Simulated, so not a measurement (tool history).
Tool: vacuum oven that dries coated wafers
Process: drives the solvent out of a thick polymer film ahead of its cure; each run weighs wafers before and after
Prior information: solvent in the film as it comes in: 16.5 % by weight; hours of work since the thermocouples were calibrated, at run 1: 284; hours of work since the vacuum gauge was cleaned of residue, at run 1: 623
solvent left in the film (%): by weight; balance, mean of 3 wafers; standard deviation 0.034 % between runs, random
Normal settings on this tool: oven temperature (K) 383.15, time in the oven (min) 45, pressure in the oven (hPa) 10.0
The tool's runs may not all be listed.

run	hour	oven temperature (K)	time in the oven (min)	pressure in the oven (hPa)	hours of work since the thermocouples were calibrated	hours of work since the vacuum gauge was cleaned of residue	solvent left in the film (%)
1	0.0	383.15	45	10.0	284	623	2.10
2	91.7	383.15	45	10.0	344	683	2.08
3	160.0	383.15	45	10.0	389	728	2.10
4	260.5	383.15	45	10.0	454	794	2.16
5	315.4	383.15	45	10.0	490	829	2.11
6	383.4	383.15	45	10.0	535	874	2.21
7	475.5	383.15	45	10.4	595	934	2.28
8	524.2	383.15	45	10.0	627	966	2.29
9	597.3	383.15	64	10.0	675	1014	1.52
10	675.3	383.15	64	10.0	726	1065	1.59
11	737.0	383.15	64	10.0	766	1105	1.57
12	801.5	383.15	27	10.0	808	1147	4.16
13	863.8	383.15	45	10.0	849	1188	2.37
14	968.1	383.15	79	10.0	917	1256	1.36
# hour 977.0: oven's thermocouples calibrated
15	1033.8	383.15	79	10.0	37	1298	1.54
16	1128.7	383.15	70	10.0	99	1360	1.62
17	1183.5	383.15	70	10.0	135	1396	1.62
18	1257.1	394.15	28	7.4	183	1444	2.35
19	1325.1	394.15	63	25.1	228	1488	1.99
20	1382.8	393.15	22	21.9	265	1526	4.22
21	1478.0	388.15	50	7.7	328	1588	1.62
22	1581.2	383.15	79	6.6	395	1656	1.41
# hour 1624.5: oven's thermocouples calibrated, once more
23	1645.7	389.15	37	5.7	14	1697	1.83
24	1696.7	388.15	63	12.2	47	1730	1.44
25	1792.3	388.15	63	12.2	110	1793	1.40
26	1844.7	388.15	63	12.2	144	1827	1.43
27	1904.4	386.15	31	20.1	183	1866	3.68

How would selected steps in solvent left in the film (%) from run to run divide? Give the signed amount a tool lacking its hidden state would still show from settings, what came in and random variation, and the signed amount left for the hidden state, including any gauge scatter that is not in both of the compared results.
Hidden state present: true wafer temperature over the reading, C; true pressure over the reading, kPa; drift of the gauge itself on solvent_pct, %.
Run 11 -> 12: time in the oven (min) 64 -> 27. solvent left in the film (%) +2.59: hidden state +0.14, all else +2.45.
Run 19 -> 20: oven temperature (K) 394.15 -> 393.15, time in the oven (min) 63 -> 22, pressure in the oven (hPa) 25.1 -> 21.9. solvent left in the film (%) +2.23: hidden state +0.34, all else +1.89.
Run 20 -> 21: oven temperature (K) 393.15 -> 388.15, time in the oven (min) 22 -> 50, pressure in the oven (hPa) 21.9 -> 7.7. solvent left in the film (%) -2.60: hidden state -0.18, all else -2.42.
Run 22 -> 23: oven temperature (K) 383.15 -> 389.15, time in the oven (min) 79 -> 37, pressure in the oven (hPa) 6.6 -> 5.7, oven's thermocouples calibrated, once more. solvent left in the film (%) +0.42: hidden state -0.31, all else +0.73.
